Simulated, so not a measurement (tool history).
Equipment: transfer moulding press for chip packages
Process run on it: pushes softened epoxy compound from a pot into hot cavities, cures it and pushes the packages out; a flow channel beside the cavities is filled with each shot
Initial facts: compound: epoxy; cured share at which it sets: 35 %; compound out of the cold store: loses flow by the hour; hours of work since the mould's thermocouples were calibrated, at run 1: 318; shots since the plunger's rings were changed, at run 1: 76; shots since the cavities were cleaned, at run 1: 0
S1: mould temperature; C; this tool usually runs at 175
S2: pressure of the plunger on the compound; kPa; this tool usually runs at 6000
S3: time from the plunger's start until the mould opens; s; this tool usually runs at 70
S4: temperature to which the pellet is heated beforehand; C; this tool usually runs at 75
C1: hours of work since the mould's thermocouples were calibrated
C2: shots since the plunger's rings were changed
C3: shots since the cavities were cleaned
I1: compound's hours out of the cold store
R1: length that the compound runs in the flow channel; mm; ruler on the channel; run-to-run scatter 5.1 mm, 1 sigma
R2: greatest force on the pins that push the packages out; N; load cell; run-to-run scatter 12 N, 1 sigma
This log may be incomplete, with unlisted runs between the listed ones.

run,hour,S1,S2,S3,S4,C1,C2,C3,I1,R1,R2
1,0.0,175,6000,70,75,318,76,0,27.0,631,561
2,19.8,175,6000,70,75,331,342,266,43.3,575,748
3,40.9,175,6000,70,75,344,626,550,27.4,636,934
# hour 48.0: cavities cleaned with cleaning compound and waxed
# hour 68.6: mould's thermocouples calibrated
4,74.1,175,6000,70,75,3,1024,323,38.4,588,809
5,94.2,175,6000,70,75,16,1294,593,10.2,688,1036
# hour 98.0: cavities cleaned with cleaning compound and waxed
6,115.6,175,6000,70,75,28,1562,238,40.1,571,735
7,135.5,175,6000,70,75,41,1828,504,31.9,590,868
# hour 146.4: cavities cleaned with cleaning compound and waxed
8,167.3,175,6000,70,75,60,2235,280,29.5,604,767
# hour 195.2: cavities cleaned with cleaning compound and waxed
9,200.1,175,6000,70,69,79,2656,67,15.0,659,686
10,217.3,175,6000,70,69,90,2886,297,44.8,539,791
11,240.1,175,6000,70,69,104,3192,603,20.0,632,933
# hour 242.8: cavities cleaned with cleaning compound and waxed
12,262.2,175,6000,70,69,117,3470,261,41.4,550,752
# hour 290.3: cavities cleaned with cleaning compound and waxed
13,293.4,175,6000,70,69,136,3869,42,25.8,594,622
14,324.9,175,6000,70,69,155,4291,464,34.4,566,902
# hour 340.4: plunger's sealing rings changed
# hour 341.9: cavities cleaned with cleaning compound and waxed
15,355.3,170,6000,70,69,172,180,180,36.3,609,947
16,371.9,170,6000,70,69,182,403,403,39.6,597,1208
17,386.4,170,6000,70,69,191,597,597,8.4,718,1475
# hour 389.8: cavities cleaned with cleaning compound and waxed
18,415.8,170,6000,70,69,209,972,350,46.5,564,1085
19,433.7,170,6000,70,69,220,1213,591,29.9,632,1358
# hour 439.3: cavities cleaned with cleaning compound and waxed
20,451.8,175,5100,70,69,230,1435,167,35.8,543,721
21,478.4,174,5100,70,82,247,1793,525,24.8,570,986
# hour 487.3: cavities cleaned with cleaning compound and waxed
22,503.5,175,6000,62,72,261,2110,218,22.0,631,974
23,528.3,175,6000,62,72,277,2443,551,22.7,618,1227
# hour 536.6: cavities cleaned with cleaning compound and waxed
24,559.5,175,6000,62,72,295,2841,308,16.0,663,1130
# hour 585.5: cavities cleaned with cleaning compound and waxed
25,587.6,173,6000,70,75,312,3198,27,12.0,668,731

For run 26, what comes out?
26,605.1,175,6000,92,75,323,3434,263,43.4,?,?

{"run 26": {"R1": 536, "R2": 609}}
With the hidden condition absent and the run-to-run variation left alone, this run would have shown R1 567 mm, R2 418 N.
